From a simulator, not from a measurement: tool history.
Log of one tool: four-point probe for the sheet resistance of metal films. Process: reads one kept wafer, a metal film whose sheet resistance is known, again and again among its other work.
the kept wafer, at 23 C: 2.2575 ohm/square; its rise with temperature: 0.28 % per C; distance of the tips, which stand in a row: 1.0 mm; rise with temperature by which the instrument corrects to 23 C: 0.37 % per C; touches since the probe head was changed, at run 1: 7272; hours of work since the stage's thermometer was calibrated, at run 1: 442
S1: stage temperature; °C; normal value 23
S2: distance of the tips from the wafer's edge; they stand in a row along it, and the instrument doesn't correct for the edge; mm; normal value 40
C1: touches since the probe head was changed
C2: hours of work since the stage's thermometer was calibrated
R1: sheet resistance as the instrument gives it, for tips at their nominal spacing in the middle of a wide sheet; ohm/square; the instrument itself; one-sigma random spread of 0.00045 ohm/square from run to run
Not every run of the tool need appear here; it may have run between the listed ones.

run     day  S1  S2     C1   C2        R1
  1       0  23  40   7272  442  2.257963
  2   1.867  23  40   8149  473   2.25743
  3   3.529  23  40   8928  502  2.257919
  4   5.117  23  40   9673  528  2.257966
  5   7.579  23  40  10829  570   2.25795
  6   9.612  23  40  11783  604  2.258579
  7  10.983  23  40  12426  628  2.258495
  8  13.712  23  40  13707  674  2.259187
  9  16.112  23  40  14832  714  2.258349
 10  17.883  23  40  15664  744  2.258002
 11  19.688  23  40  16510  775   2.25893
 12  21.192  31  40  17216  800   2.24218
 13  23.633  23   7  18361  841  2.282121
 14  24.767  34   7  18892  861  2.259579
 15  26.233  34   7  19581  885  2.258952
 16  28.025  34   7  20422  916  2.259233
 17  29.208  29  40  20977  936   2.24669
 18  30.867  23  40  21755  964  2.257781
 19  32.125  23  40  22345  985  2.258215

Predict the results of run 20:
 20  33.529  23  40  23003  1009   ?

R1: 2.258243 ohm/square
Take away the tool's hidden state, keep the run-to-run variation as it was, and the same run would have given R1 2.258179 ohm/square.
